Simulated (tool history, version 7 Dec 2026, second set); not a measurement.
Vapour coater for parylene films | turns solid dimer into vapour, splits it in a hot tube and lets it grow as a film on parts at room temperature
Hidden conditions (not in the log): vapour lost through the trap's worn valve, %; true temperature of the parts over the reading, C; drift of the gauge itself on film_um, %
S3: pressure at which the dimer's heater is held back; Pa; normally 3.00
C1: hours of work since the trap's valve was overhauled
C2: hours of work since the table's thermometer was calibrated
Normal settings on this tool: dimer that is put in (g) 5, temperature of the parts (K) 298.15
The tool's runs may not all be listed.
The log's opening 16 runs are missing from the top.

{"run": 17, "hour": 416.8, "dimer that is put in (g)": 2, "temperature of the parts (K)": 306.15, "S3": 8.79, "C1": 22, "C2": 28, "thickness of the film (µm)": 0.53}
{"run": 18, "hour": 439.8, "dimer that is put in (g)": 2, "temperature of the parts (K)": 306.15, "S3": 8.79, "C1": 37, "C2": 43, "thickness of the film (µm)": 0.57}
{"run": 19, "hour": 466.9, "dimer that is put in (g)": 8, "temperature of the parts (K)": 293.15, "S3": 2.18, "C1": 55, "C2": 61, "thickness of the film (µm)": 4.94}
{"run": 20, "hour": 486.5, "dimer that is put in (g)": 8, "temperature of the parts (K)": 293.15, "S3": 2.18, "C1": 68, "C2": 74, "thickness of the film (µm)": 4.85}
{"run": 21, "hour": 501.9, "dimer that is put in (g)": 8, "temperature of the parts (K)": 293.15, "S3": 2.18, "C1": 78, "C2": 84, "thickness of the film (µm)": 4.91}
{"run": 22, "hour": 524.5, "dimer that is put in (g)": 6, "temperature of the parts (K)": 293.15, "S3": 7.64, "C1": 93, "C2": 99, "thickness of the film (µm)": 2.67}
{"run": 23, "hour": 538.7, "dimer that is put in (g)": 6, "temperature of the parts (K)": 299.15, "S3": 4.23, "C1": 103, "C2": 108, "thickness of the film (µm)": 2.48}
{"hour": 545.1, "done": "table's thermometer calibrated, once more"}
{"run": 24, "hour": 572.4, "dimer that is put in (g)": 6, "temperature of the parts (K)": 299.15, "S3": 4.23, "C1": 124, "C2": 18, "thickness of the film (µm)": 2.44}
{"run": 25, "hour": 597.7, "dimer that is put in (g)": 3, "temperature of the parts (K)": 300.15, "S3": 2.46, "C1": 141, "C2": 35, "thickness of the film (µm)": 1.33}
{"run": 26, "hour": 618.7, "dimer that is put in (g)": 3, "temperature of the parts (K)": 301.15, "S3": 6.82, "C1": 155, "C2": 49, "thickness of the film (µm)": 1.02}
{"run": 27, "hour": 649.5, "dimer that is put in (g)": 3, "temperature of the parts (K)": 301.15, "S3": 6.82, "C1": 175, "C2": 69, "thickness of the film (µm)": 1.0}
{"run": 28, "hour": 675.8, "dimer that is put in (g)": 5, "temperature of the parts (K)": 296.15, "S3": 9.4, "C1": 193, "C2": 86, "thickness of the film (µm)": 1.86}
{"run": 29, "hour": 705.0, "dimer that is put in (g)": 3, "temperature of the parts (K)": 300.15, "S3": 7.31, "C1": 212, "C2": 106, "thickness of the film (µm)": 1.01}
{"run": 30, "hour": 737.5, "dimer that is put in (g)": 7, "temperature of the parts (K)": 309.15, "S3": 3.0, "C1": 233, "C2": 127, "thickness of the film (µm)": 2.09}

Each row is a separate what-if for the run after 30, all from the same tool condition, not one after another. Results?
{"run": "A", "hour": 756.0, "dimer that is put in (g)": 7, "temperature of the parts (K)": 309.15, "S3": 5.08, "C1": 246, "C2": 139, "thickness of the film (µm)": "?"}
{"run": "B", "hour": 756.0, "dimer that is put in (g)": 2, "temperature of the parts (K)": 298.15, "S3": 10.09, "C1": 246, "C2": 139, "thickness of the film (µm)": "?"}
{"run": "C", "hour": 756.0, "dimer that is put in (g)": 7, "temperature of the parts (K)": 299.15, "S3": 3.0, "C1": 246, "C2": 139, "thickness of the film (µm)": "?"}
{"run": "D", "hour": 756.0, "dimer that is put in (g)": 4, "temperature of the parts (K)": 298.15, "S3": 5.21, "C1": 246, "C2": 139, "thickness of the film (µm)": "?"}
{"run": "E", "hour": 756.0, "dimer that is put in (g)": 5, "temperature of the parts (K)": 308.15, "S3": 6.87, "C1": 246, "C2": 139, "thickness of the film (µm)": "?"}

run=A thickness_of_the_film_(µm)=1.80
run=B thickness_of_the_film_(µm)=0.67
run=C thickness_of_the_film_(µm)=2.96
run=D thickness_of_the_film_(µm)=1.55
run=E thickness_of_the_film_(µm)=1.28
What these runs would have given with no unlogged condition in the tool:
run=A thickness_of_the_film_(µm)=2.01
run=B thickness_of_the_film_(µm)=0.74
run=C thickness_of_the_film_(µm)=3.31
run=D thickness_of_the_film_(µm)=1.74
run=E thickness_of_the_film_(µm)=1.42
